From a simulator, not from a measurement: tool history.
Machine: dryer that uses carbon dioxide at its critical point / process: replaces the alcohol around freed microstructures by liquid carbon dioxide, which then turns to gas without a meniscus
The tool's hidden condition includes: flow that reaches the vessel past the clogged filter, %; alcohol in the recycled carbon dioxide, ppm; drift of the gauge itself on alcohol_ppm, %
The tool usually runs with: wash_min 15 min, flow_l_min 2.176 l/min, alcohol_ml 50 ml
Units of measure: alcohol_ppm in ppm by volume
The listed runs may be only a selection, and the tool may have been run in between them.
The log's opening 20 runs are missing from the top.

| run | hour | wash_min | flow_l_min | alcohol_ml | hours of work since the filter was changed | hours of work since the purifier's bed was changed | alcohol_ppm |
|---|---|---|---|---|---|---|---|
| 21 | 260.3 | 20 | 1.43 | 38 | 260 | 111 | 84 |
| 22 | 270.4 | 20 | 1.43 | 38 | 265 | 115 | 83 |
| 23 | 280.1 | 15 | 2.176 | 27 | 269 | 119 | 43 |
| 24 | 299.5 | 15 | 2.176 | 27 | 277 | 127 | 39 |
| 25 | 307.9 | 15 | 2.176 | 43 | 280 | 130 | 52 |
| 26 | 318.1 | 15 | 2.176 | 23 | 284 | 135 | 45 |
| 27 | 332.8 | 17 | 2.176 | 80 | 290 | 141 | 52 |
| 28 | 343.4 | 22 | 1.71 | 50 | 295 | 145 | 42 |
| 29 | 359.9 | 12 | 2.84 | 30 | 302 | 152 | 49 |
| 30 | 370.2 | 12 | 3.64 | 53 | 306 | 156 | 28 |
| 31 | 389.6 | 15 | 2.59 | 91 | 314 | 164 | 60 |
| 32 | 408.5 | 22 | 2.176 | 31 | 322 | 172 | 30 |
| 33 | 428 | 13 | 1.38 | 23 | 330 | 180 | 288 |
| 34 | 438.5 | 12 | 3.63 | 66 | 334 | 184 | 37 |
| 35 | 448 | 12 | 3.63 | 80 | 338 | 188 | 41 |
| 36 | 456.5 | 10 | 2.176 | 65 | 342 | 192 | 438 |

5 options for the next run, each taken on its own from the tool as it stands now. Forecast them:
| A | 477.1 | 24 | 2.176 | 65 | 350 | 201 | ? |
| B | 477.1 | 12 | 2.176 | 29 | 350 | 201 | ? |
| C | 477.1 | 19 | 1.39 | 53 | 350 | 201 | ? |
| D | 477.1 | 17 | 1.91 | 54 | 350 | 201 | ? |
| E | 477.1 | 10 | 2.37 | 34 | 350 | 201 | ? |

| run | alcohol_ppm |
|---|---|
| A | 30 |
| B | 114 |
| C | 180 |
| D | 80 |
| E | 176 |
Without the tool's unlogged condition, the same runs would have read:
| run | alcohol_ppm |
|---|---|
| A | 6 |
| B | 59 |
| C | 102 |
| D | 33 |
| E | 102 |
